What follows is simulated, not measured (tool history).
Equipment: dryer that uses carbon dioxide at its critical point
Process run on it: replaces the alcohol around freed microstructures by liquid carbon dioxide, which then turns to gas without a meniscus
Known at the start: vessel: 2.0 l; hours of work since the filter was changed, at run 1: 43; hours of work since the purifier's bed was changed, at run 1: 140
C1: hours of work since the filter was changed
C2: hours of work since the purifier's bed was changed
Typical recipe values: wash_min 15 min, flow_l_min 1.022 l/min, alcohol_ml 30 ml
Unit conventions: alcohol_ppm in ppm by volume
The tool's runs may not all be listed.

Run 1, hour 0: usual settings; C1 43; C2 140. Result: alcohol_ppm 26 ppm by volume.
Run 2, hour 12.9: usual settings; C1 48; C2 145. Result: alcohol_ppm 27 ppm by volume.
Run 3, hour 24.9: usual settings; C1 53; C2 150. Result: alcohol_ppm 34 ppm by volume.
Run 4, hour 37.4: usual settings but flow_l_min 1.36 l/min; C1 58; C2 155. Result: alcohol_ppm 24 ppm by volume.
Run 5, hour 45.7: usual settings but flow_l_min 1.36 l/min; C1 62; C2 158. Result: alcohol_ppm 25 ppm by volume.
Run 6, hour 56.3: usual settings but flow_l_min 1.36 l/min; C1 66; C2 163. Result: alcohol_ppm 21 ppm by volume.
Run 7, hour 64.2: usual settings but flow_l_min 1.36 l/min; C1 69; C2 166. Result: alcohol_ppm 24 ppm by volume.
Run 8, hour 73.7: usual settings; C1 73; C2 170. Result: alcohol_ppm 40 ppm by volume.
Run 9, hour 85.2: usual settings but flow_l_min 0.89 l/min; C1 78; C2 175. Result: alcohol_ppm 52 ppm by volume.
Run 10, hour 94.3: usual settings but flow_l_min 0.89 l/min; C1 82; C2 178. Result: alcohol_ppm 67 ppm by volume.
Run 11, hour 104.5: usual settings but flow_l_min 0.73 l/min; C1 86; C2 183. Result: alcohol_ppm 125 ppm by volume.
Run 12, hour 120: usual settings but alcohol_ml 36 ml; C1 92; C2 189. Result: alcohol_ppm 49 ppm by volume.
Run 13, hour 138: usual settings but alcohol_ml 40 ml; C1 100; C2 196. Result: alcohol_ppm 53 ppm by volume.
Run 14, hour 149.9: usual settings but alcohol_ml 40 ml; C1 105; C2 201. Result: alcohol_ppm 48 ppm by volume.
Run 15, hour 163.5: usual settings but alcohol_ml 40 ml; C1 110; C2 207. Result: alcohol_ppm 51 ppm by volume.
Run 16, hour 174: usual settings; C1 115; C2 211. Result: alcohol_ppm 58 ppm by volume.
Run 17, hour 183.1: usual settings; C1 119; C2 215. Result: alcohol_ppm 43 ppm by volume.
Run 18, hour 194.1: usual settings but flow_l_min 0.71 l/min; C1 123; C2 220. Result: alcohol_ppm 163 ppm by volume.
Run 19, hour 207.4: usual settings but flow_l_min 0.71 l/min; C1 129; C2 225. Result: alcohol_ppm 167 ppm by volume.
Run 20, hour 221.7: usual settings but wash_min 13 min; C1 134; C2 231. Result: alcohol_ppm 79 ppm by volume.
Run 21, hour 238.3: usual settings but wash_min 13 min; C1 141; C2 238. Result: alcohol_ppm 75 ppm by volume.
Run 22, hour 252.1: usual settings but wash_min 13 min; C1 147; C2 243. Result: alcohol_ppm 87 ppm by volume.
Run 23, hour 267.8: usual settings but wash_min 13 min; C1 153; C2 250. Result: alcohol_ppm 76 ppm by volume.
Run 24, hour 276.8: usual settings but wash_min 13 min; C1 157; C2 254. Result: alcohol_ppm 85 ppm by volume.
Run 25, hour 287.7: usual settings but flow_l_min 0.86 l/min, alcohol_ml 95 ml; C1 162; C2 258. Result: alcohol_ppm 215 ppm by volume.
Run 26, hour 295.8: usual settings but wash_min 17 min, flow_l_min 0.67 l/min, alcohol_ml 20 ml; C1 165; C2 262. Result: alcohol_ppm 113 ppm by volume.
Run 27, hour 304: usual settings but wash_min 17 min, flow_l_min 0.67 l/min, alcohol_ml 20 ml; C1 168; C2 265. Result: alcohol_ppm 109 ppm by volume.
Run 28, hour 312.5: usual settings but wash_min 11 min, flow_l_min 0.67 l/min, alcohol_ml 20 ml; C1 172; C2 268. Result: alcohol_ppm 447 ppm by volume.
Run 29, hour 326.3: usual settings but wash_min 11 min, flow_l_min 0.67 l/min, alcohol_ml 20 ml; C1 178; C2 274. Result: alcohol_ppm 454 ppm by volume.
Run 30, hour 344.4: usual settings but flow_l_min 1.21 l/min, alcohol_ml 33 ml; C1 185; C2 282. Result: alcohol_ppm 48 ppm by volume.
Run 31, hour 353.8: usual settings but wash_min 23 min; C1 189; C2 285. Result: alcohol_ppm 47 ppm by volume.
At hour 363: inlet filter changed.
Run 32, hour 372.1: usual settings but wash_min 23 min; C1 4; C2 293. Result: alcohol_ppm 40 ppm by volume.
Run 33, hour 386.2: usual settings but wash_min 17 min, flow_l_min 1.16 l/min; C1 10; C2 298. Result: alcohol_ppm 43 ppm by volume.
Run 34, hour 402.2: usual settings but wash_min 17 min, flow_l_min 1.33 l/min, alcohol_ml 36 ml; C1 16; C2 305. Result: alcohol_ppm 45 ppm by volume.
Run 35, hour 412: usual settings but wash_min 20 min, flow_l_min 1.24 l/min; C1 20; C2 309. Result: alcohol_ppm 43 ppm by volume.
Run 36, hour 426.6: usual settings but wash_min 11 min, flow_l_min 1.27 l/min; C1 26; C2 315. Result: alcohol_ppm 74 ppm by volume.
Run 37, hour 443.6: usual settings but wash_min 11 min, alcohol_ml 76 ml; C1 33; C2 322. Result: alcohol_ppm 218 ppm by volume.
Run 38, hour 452.5: usual settings but wash_min 12 min, flow_l_min 1.43 l/min; C1 37; C2 326. Result: alcohol_ppm 58 ppm by volume.
Run 39, hour 470.1: usual settings but wash_min 12 min, flow_l_min 1.43 l/min; C1 44; C2 333. Result: alcohol_ppm 46 ppm by volume.
Run 40, hour 485: usual settings; C1 50; C2 339. Result: alcohol_ppm 52 ppm by volume.
Run 41, hour 493.9: usual settings; C1 54; C2 343. Result: alcohol_ppm 59 ppm by volume.
Run 42, hour 507.1: usual settings but wash_min 21 min, alcohol_ml 74 ml; C1 59; C2 348. Result: alcohol_ppm 54 ppm by volume.
Run 43, hour 521.7: usual settings but wash_min 16 min, flow_l_min 1.02 l/min, alcohol_ml 74 ml; C1 65; C2 354. Result: alcohol_ppm 65 ppm by volume.
Run 44, hour 530.1: usual settings but wash_min 11 min, flow_l_min 0.67 l/min; C1 69; C2 358. Result: alcohol_ppm 516 ppm by volume.
Run 45, hour 546.2: usual settings but wash_min 19 min, flow_l_min 0.68 l/min, alcohol_ml 92 ml; C1 76; C2 364. Result: alcohol_ppm 161 ppm by volume.
Run 46, hour 563.6: usual settings but wash_min 13 min, alcohol_ml 74 ml; C1 83; C2 371. Result: alcohol_ppm 113 ppm by volume.

Run by run, hidden condition taken away, random variation retained:
Hidden conditions of the tool in this case: flow that reaches the vessel past the clogged filter, %; alcohol in the recycled carbon dioxide, ppm; drift of the gauge itself on alcohol_ppm, %.
run  alcohol_ppm
  1            5
  2            6
  3           13
  4            4
  5            5
  6            0
  7            2
  8           15
  9           20
 10           35
 11           75
 12           18
 13           21
 14           14
 15           16
 16           25
 17            8
 18           88
 19           91
 20           31
 21           27
 22           36
 23           22
 24           30
 25           95
 26           48
 27           42
 28          270
 29          275
 30            9
 31           11
 32            4
 33            7
 34            8
 35            3
 36           32
 37          157
 38           16
 39            3
 40            8
 41           13
 42            9
 43           16
 44          401
 45           83
 46           43
